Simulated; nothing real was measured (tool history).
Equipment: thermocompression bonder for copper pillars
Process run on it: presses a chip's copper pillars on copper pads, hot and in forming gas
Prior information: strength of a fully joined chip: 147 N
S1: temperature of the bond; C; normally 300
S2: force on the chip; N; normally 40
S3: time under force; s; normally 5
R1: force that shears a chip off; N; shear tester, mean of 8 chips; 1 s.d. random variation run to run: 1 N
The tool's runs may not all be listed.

run    hour   S1  S2  S3     R1
  1     0.0  300  40   5   87.4
  2    44.8  300  40   5   88.1
  3    72.1  300  40   5   85.4
  4   107.5  300  40  13  109.0
  5   146.1  300  40  13  110.1
  6   180.3  300  40   5   85.2
  7   217.5  300  40   5   84.3
  8   255.0  300  40   5   84.2
  9   279.3  300  40   5   84.1
 10   315.3  300  32   5   67.9
 11   359.3  300  32   5   68.2
 12   400.2  300  40   5   82.4
 13   432.6  300  40   5   81.2
 14   465.7  300  40   5   83.7
 15   486.6  300  40   5   82.0
 16   530.8  300  40   5   83.0
 17   566.6  300  40   5   81.4
 18   589.5  300  40   5   81.8
 19   623.3  300  40   5   81.7
 20   660.7  300  40   4   75.0
 21   696.1  300  40   4   74.5
 22   739.6  300  40   4   74.5
 23   771.1  299  29  13   79.6
 24   811.9  299  29  13   79.4
 25   843.8  299  29  13   77.3
      859.4  -- forming gas filter changed
 26   870.7  307  44   3   84.8
 27   915.5  307  33   9   93.3
 28   949.3  312  40   3   82.6
 29   981.8  312  40   3   81.4
 30  1020.3  312  40   3   81.3
 31  1066.6  302  40   5   83.4
 32  1095.8  302  28  10   76.7
 33  1131.1  320  58   5  122.3
 34  1165.1  284  55   5   92.2
 35  1194.6  284  29   5   47.4
 36  1235.0  300  40  13  107.9
 37  1283.5  300  40  11  102.3
 38  1328.7  274  40   3   47.0
 39  1355.1  280  27   8   48.1
 40  1392.8  280  27   8   48.0
 41  1442.6  280  27   8   48.8

Measured result minus the same run's result without the hidden state. Both carry the same run-to-run variation, though not necessarily the same gauge scatter:
Hidden state at play: true temperature of the bond over the reading, C; force that reaches the chip, % of what is set; oxide that the forming gas leaves, % of the face; drift of the gauge itself on shear_n, %.
run     R1
  1   -3.8
  2   -4.3
  3   -4.5
  4   -5.0
  5   -5.5
  6   -5.6
  7   -5.9
  8   -6.1
  9   -6.5
 10   -6.0
 11   -6.4
 12   -7.7
 13   -7.8
 14   -8.4
 15   -8.3
 16   -8.8
 17   -9.1
 18   -9.3
 19   -9.6
 20   -9.6
 21   -9.7
 22  -10.2
 23  -11.0
 24  -11.2
 25  -11.4
 26   -5.0
 27   -5.5
 28   -5.5
 29   -5.9
 30   -6.2
 31   -7.0
 32   -7.0
 33   -6.1
 34   -8.6
 35   -6.3
 36   -9.0
 37   -9.5
 38   -7.3
 39   -7.6
 40   -7.7
 41   -8.0
